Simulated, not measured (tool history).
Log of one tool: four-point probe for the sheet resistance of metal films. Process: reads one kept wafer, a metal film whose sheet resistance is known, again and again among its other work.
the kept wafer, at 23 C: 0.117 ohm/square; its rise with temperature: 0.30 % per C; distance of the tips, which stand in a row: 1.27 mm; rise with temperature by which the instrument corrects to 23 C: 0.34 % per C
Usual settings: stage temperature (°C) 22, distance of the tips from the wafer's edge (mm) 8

run	hour	stage temperature (°C)	distance of the tips from the wafer's edge (mm)	sheet resistance as the instrument gives it (ohm/square)
1	0	22	8	0.117986
2	9.3	22	8	0.117988
3	24.5	22	8	0.118026
4	39.2	26	8	0.117818
5	53.4	22	8	0.117996
6	65.7	22	29	0.116602
7	81.7	22	29	0.11656
8	94.7	22	29	0.116577
9	106.7	22	29	0.116557
10	121.7	22	29	0.116563
11	133.8	22	29	0.116594
12	142.6	22	8	0.11802
13	149.3	22	8	0.118013
14	158.1	20	32	0.116666
15	171.6	27	6	0.11896
16	186.6	19	46	0.116633
17	198.6	19	46	0.116607
18	206.6	19	46	0.116629
19	213.2	19	46	0.11666
20	225.7	21	39	0.11654
21	238.9	18	45	0.116707
22	246.6	26	4	0.122234
23	257.7	26	4	0.122282
24	269.9	34	36	0.116042
25	279.6	34	36	0.116035

5 ways to go on from here, each from the tool as it stands after run 25. What would each give?
A	292.9	22	9	?
B	292.9	34	6	?
C	292.9	21	26	?
D	292.9	33	16	?
E	292.9	20	6	?

run	sheet resistance as the instrument gives it (ohm/square)
A	0.11772
B	0.118685
C	0.116621
D	0.116353
E	0.11927
Without the tool's hidden state the same runs would have given:
run	sheet resistance as the instrument gives it (ohm/square)
A	0.118322
B	0.119297
C	0.117217
D	0.116953
E	0.119878

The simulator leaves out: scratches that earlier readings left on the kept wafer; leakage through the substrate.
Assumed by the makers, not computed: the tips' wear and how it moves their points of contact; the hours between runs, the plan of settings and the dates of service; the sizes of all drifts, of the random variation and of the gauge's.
